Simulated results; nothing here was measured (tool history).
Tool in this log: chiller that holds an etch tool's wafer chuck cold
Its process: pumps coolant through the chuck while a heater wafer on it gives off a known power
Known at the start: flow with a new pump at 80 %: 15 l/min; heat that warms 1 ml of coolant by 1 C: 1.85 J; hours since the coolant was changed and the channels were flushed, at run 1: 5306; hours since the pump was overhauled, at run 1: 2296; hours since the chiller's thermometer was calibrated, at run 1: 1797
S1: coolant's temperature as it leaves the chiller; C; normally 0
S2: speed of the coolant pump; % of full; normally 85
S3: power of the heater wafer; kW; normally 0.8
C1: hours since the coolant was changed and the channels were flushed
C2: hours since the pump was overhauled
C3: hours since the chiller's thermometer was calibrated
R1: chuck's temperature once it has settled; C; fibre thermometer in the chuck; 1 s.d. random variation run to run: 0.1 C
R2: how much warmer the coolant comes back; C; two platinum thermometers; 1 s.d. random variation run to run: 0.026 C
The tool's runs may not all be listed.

Run 1, hour 0: usual settings; C1 5306; C2 2296; C3 1797. Result: R1 8.8 C, R2 1.59 C.
Run 2, hour 61.8: usual settings; C1 5367; C2 2357; C3 1859. Result: R1 8.9 C, R2 1.64 C.
Run 3, hour 98.1: usual settings but S1 -7 C; C1 5404; C2 2394; C3 1896. Result: R1 1.8 C, R2 1.63 C.
Run 4, hour 153: usual settings but S1 -3 C; C1 5459; C2 2449; C3 1950. Result: R1 6.1 C, R2 1.64 C.
Run 5, hour 201.9: usual settings but S1 -3 C, S2 74 % of full; C1 5508; C2 2498; C3 1999. Result: R1 6.6 C, R2 1.89 C.
Run 6, hour 231.7: usual settings but S3 0.653 kW; C1 5537; C2 2527; C3 2029. Result: R1 7 C, R2 1.29 C.
Run 7, hour 287.4: usual settings but S3 0.653 kW; C1 5593; C2 2583; C3 2085. Result: R1 7.4 C, R2 1.29 C.
Run 8, hour 320.1: usual settings but S3 0.438 kW; C1 5626; C2 2616; C3 2118. Result: R1 4.9 C, R2 0.88 C.
Run 9, hour 349: usual settings; C1 5655; C2 2645; C3 2146. Result: R1 8.9 C, R2 1.58 C.
Run 10, hour 391.8: usual settings; C1 5697; C2 2687; C3 2189. Result: R1 8.9 C, R2 1.6 C.
Run 11, hour 429.3: usual settings but S1 -3 C; C1 5735; C2 2725; C3 2227. Result: R1 6 C, R2 1.63 C.
Run 12, hour 473.4: usual settings; C1 5779; C2 2769; C3 2271. Result: R1 8.8 C, R2 1.62 C.
Run 13, hour 506.3: usual settings; C1 5812; C2 2802; C3 2304. Result: R1 8.9 C, R2 1.59 C.
Run 14, hour 565: usual settings; C1 5871; C2 2861; C3 2362. Result: R1 8.7 C, R2 1.55 C.
At hour 587.9: chiller's thermometer calibrated.
Run 15, hour 603.5: usual settings; C1 5908; C2 2898; C3 16. Result: R1 8.9 C, R2 1.63 C.
Run 16, hour 630.4: usual settings; C1 5935; C2 2925; C3 43. Result: R1 8.9 C, R2 1.55 C.
Run 17, hour 667.9: usual settings but S1 9 C, S3 0.531 kW; C1 5973; C2 2962; C3 80. Result: R1 14.9 C, R2 1.01 C.
Run 18, hour 694.3: usual settings but S1 9 C, S3 0.531 kW; C1 5999; C2 2989; C3 106. Result: R1 14.8 C, R2 0.97 C.
Run 19, hour 733.7: usual settings but S1 -4 C, S2 62 % of full, S3 0.64 kW; C1 6038; C2 3028; C3 146. Result: R1 4.7 C, R2 1.78 C.
At hour 756.4: coolant changed, channels flushed.
Run 20, hour 765.9: usual settings but S1 -6 C, S3 0.415 kW; C1 10; C2 3055; C3 172. Result: R1 -1.4 C, R2 0.79 C.
Run 21, hour 816.7: usual settings but S1 -6 C, S3 0.415 kW; C1 60; C2 3105; C3 223. Result: R1 -1.4 C, R2 0.78 C.
Run 22, hour 868.2: usual settings but S1 1 C, S3 0.824 kW; C1 112; C2 3157; C3 274. Result: R1 10.1 C, R2 1.6 C.
Run 23, hour 926.8: usual settings but S1 -3 C; C1 170; C2 3215; C3 333. Result: R1 5.6 C, R2 1.56 C.
Run 24, hour 956.1: usual settings but S1 -3 C, S2 63 % of full, S3 1.12 kW; C1 200; C2 3245; C3 362. Result: R1 11.9 C, R2 3.07 C.
Run 25, hour 1001.5: usual settings but S1 9 C, S2 61 % of full; C1 245; C2 3290; C3 408. Result: R1 20.1 C, R2 2.24 C.
Run 26, hour 1051: usual settings but S1 9 C, S2 61 % of full; C1 295; C2 3340; C3 457. Result: R1 19.9 C, R2 2.24 C.
Run 27, hour 1102.1: usual settings but S1 9 C, S2 61 % of full; C1 346; C2 3391; C3 508. Result: R1 20 C, R2 2.23 C.
Run 28, hour 1149.7: usual settings but S1 -3 C, S2 78 % of full, S3 0.489 kW; C1 393; C2 3438; C3 556. Result: R1 2.8 C, R2 0.99 C.
Run 29, hour 1180.9: usual settings but S1 -6 C, S2 82 % of full; C1 424; C2 3469; C3 587. Result: R1 2.9 C, R2 1.56 C.
Run 30, hour 1220.8: usual settings but S1 -6 C, S2 82 % of full; C1 464; C2 3509; C3 627. Result: R1 3.1 C, R2 1.57 C.
Run 31, hour 1246.6: usual settings but S1 -9 C, S2 84 % of full, S3 1.006 kW; C1 490; C2 3535; C3 653. Result: R1 2.2 C, R2 1.89 C.

Here are 5 independent what-if runs from the current tool condition. What would each one return?
Run A, hour 1294.4: usual settings but S1 -6 C; C1 538; C2 3583; C3 701. Result: R1 ?, R2 ?.
Run B, hour 1294.4: usual settings but S1 -5 C, S2 64 % of full, S3 0.911 kW; C1 538; C2 3583; C3 701. Result: R1 ?, R2 ?.
Run C, hour 1294.4: usual settings but S1 -9 C, S2 61 % of full, S3 0.928 kW; C1 538; C2 3583; C3 701. Result: R1 ?, R2 ?.
Run D, hour 1294.4: usual settings but S1 5 C, S2 65 % of full; C1 538; C2 3583; C3 701. Result: R1 ?, R2 ?.
Run E, hour 1294.4: usual settings but S1 -1 C, S2 86 % of full, S3 0.405 kW; C1 538; C2 3583; C3 701. Result: R1 ?, R2 ?.

run    R1    R2
  A   2.9   1.5
  B   7.1   2.4
  C   3.7  2.58
  D  15.4  2.04
  E   3.5  0.68
Stripped of hidden state, with their random variation kept, the same runs would have yielded:
run    R1    R2
  A   2.9  1.63
  B   7.1  2.52
  C   3.7   2.7
  D  15.4  2.16
  E   3.5   0.8
